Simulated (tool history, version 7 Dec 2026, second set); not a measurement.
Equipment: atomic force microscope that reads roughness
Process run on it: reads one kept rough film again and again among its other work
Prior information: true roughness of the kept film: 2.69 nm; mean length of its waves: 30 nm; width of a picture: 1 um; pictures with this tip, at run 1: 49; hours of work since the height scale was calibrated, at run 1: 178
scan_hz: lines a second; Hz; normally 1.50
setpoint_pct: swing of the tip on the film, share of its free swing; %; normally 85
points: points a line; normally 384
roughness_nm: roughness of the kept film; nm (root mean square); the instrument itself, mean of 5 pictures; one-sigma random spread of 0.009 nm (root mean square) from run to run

run	day	scan_hz	setpoint_pct	points	pictures with this tip	hours of work since the height scale was calibrated	roughness_nm
1	0.000	1.50	85	384	49	178	1.776
2	0.288	1.50	85	384	60	183	1.740
3	0.583	1.50	85	524	72	188	1.709
4	0.917	1.50	74	524	86	193	1.804
5	1.221	1.50	75	524	98	198	1.758
6	1.421	1.50	85	384	106	201	1.607
7	1.667	1.50	85	384	117	205	1.591
8	1.904	1.50	85	384	126	209	1.555
9	2.204	1.50	85	384	138	214	1.504
10	2.521	1.50	85	384	151	219	1.495
# day 2.600: new tip fitted
11	2.875	1.50	85	407	11	224	1.962
12	3.254	1.50	85	384	26	230	1.899
13	3.454	1.50	85	384	34	233	1.859
14	3.650	1.50	85	384	42	236	1.837
15	3.838	1.50	85	290	50	239	1.810
# day 3.908: height scale calibrated on a step standard
16	4.200	1.50	85	290	63	5	1.748
17	4.442	1.40	70	741	73	8	1.908
18	4.804	1.40	70	741	88	14	1.869
19	5.150	1.40	70	741	102	20	1.819
20	5.483	1.40	70	741	115	25	1.776
21	5.754	0.57	85	334	126	29	1.731
22	6.058	1.53	70	524	139	34	1.705
# day 6.325: height scale calibrated on a step standard, once more
23	6.388	1.53	70	524	151	1	1.671
# day 6.512: new tip fitted
24	6.571	3.96	72	839	2	4	1.898

Branching from run 24: 4 alternative next runs. What would each branch give?
A	6.875	0.74	85	729	15	8	?
B	6.875	2.68	80	839	15	8	?
C	6.875	1.69	72	551	15	8	?
D	6.875	0.68	56	1022	15	8	?

run	roughness_nm
A	2.132
B	1.838
C	2.087
D	2.286
Take away the tool's hidden state, keep each run's random variation, and the runs would have read:
run	roughness_nm
A	2.200
B	1.897
C	2.154
D	2.360

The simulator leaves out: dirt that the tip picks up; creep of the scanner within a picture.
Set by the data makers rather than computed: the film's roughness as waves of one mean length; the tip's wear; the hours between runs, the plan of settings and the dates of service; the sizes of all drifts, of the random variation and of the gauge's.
